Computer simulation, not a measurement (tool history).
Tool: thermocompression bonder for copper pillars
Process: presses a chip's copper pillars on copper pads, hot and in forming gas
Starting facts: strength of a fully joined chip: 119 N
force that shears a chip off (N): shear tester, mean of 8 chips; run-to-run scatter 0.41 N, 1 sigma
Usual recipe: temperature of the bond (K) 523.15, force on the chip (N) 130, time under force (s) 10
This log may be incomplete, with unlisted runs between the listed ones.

| run | hour | temperature of the bond (K) | force on the chip (N) | time under force (s) | force that shears a chip off (N) |
|---|---|---|---|---|---|
| 1 | 0.0 | 523.15 | 130 | 10 | 45.0 |
| 2 | 9.0 | 523.15 | 130 | 10 | 44.6 |
| 3 | 25.9 | 523.15 | 84 | 10 | 35.4 |
| 4 | 39.1 | 523.15 | 84 | 10 | 35.5 |
| 5 | 48.6 | 523.15 | 100 | 10 | 38.7 |
| 6 | 61.3 | 523.15 | 100 | 10 | 38.7 |
| 7 | 70.7 | 523.15 | 130 | 10 | 44.3 |
| 8 | 78.5 | 549.15 | 130 | 10 | 61.1 |
| 9 | 87.7 | 549.15 | 130 | 10 | 61.7 |
| 10 | 100.8 | 549.15 | 130 | 10 | 61.3 |
| 11 | 110.5 | 549.15 | 130 | 10 | 62.2 |
| 12 | 125.0 | 549.15 | 130 | 10 | 61.6 |
| 13 | 140.7 | 523.15 | 130 | 25 | 61.2 |
| 14 | 151.1 | 523.15 | 130 | 10 | 44.5 |
| 15 | 161.8 | 523.15 | 130 | 20 | 57.2 |
| 16 | 171.5 | 523.15 | 130 | 17 | 53.1 |
| 17 | 185.3 | 545.15 | 130 | 6 | 48.9 |
| 18 | 199.5 | 545.15 | 130 | 6 | 49.2 |
|  | 200.9 | forming gas filter changed |
| 19 | 218.1 | 523.15 | 175 | 10 | 54.0 |
| 20 | 226.6 | 523.15 | 86 | 10 | 38.8 |
| 21 | 237.6 | 523.15 | 86 | 10 | 38.5 |
| 22 | 250.9 | 523.15 | 86 | 10 | 38.4 |
| 23 | 268.2 | 509.15 | 164 | 16 | 50.9 |
| 24 | 280.7 | 552.15 | 127 | 9 | 63.9 |
| 25 | 292.3 | 511.15 | 180 | 8 | 41.6 |
| 26 | 309.0 | 522.15 | 97 | 16 | 46.9 |
| 27 | 327.3 | 533.15 | 146 | 26 | 75.3 |
| 28 | 339.4 | 547.15 | 124 | 26 | 81.8 |
| 29 | 352.3 | 495.15 | 121 | 8 | 24.9 |
| 30 | 361.2 | 495.15 | 121 | 8 | 25.1 |
| 31 | 372.6 | 523.15 | 88 | 8 | 35.3 |

Here are 3 independent what-if runs from the current tool condition. What would each one return?
| A | 389.1 | 523.15 | 148 | 10 | ? |
| B | 389.1 | 523.15 | 181 | 13 | ? |
| C | 389.1 | 502.15 | 88 | 8 | ? |

| run | force that shears a chip off (N) |
|---|---|
| A | 49.4 |
| B | 58.3 |
| C | 24.0 |
With the hidden condition removed and each run's random variation left untouched, the same runs would have given:
| run | force that shears a chip off (N) |
|---|---|
| A | 51.0 |
| B | 60.3 |
| C | 24.7 |

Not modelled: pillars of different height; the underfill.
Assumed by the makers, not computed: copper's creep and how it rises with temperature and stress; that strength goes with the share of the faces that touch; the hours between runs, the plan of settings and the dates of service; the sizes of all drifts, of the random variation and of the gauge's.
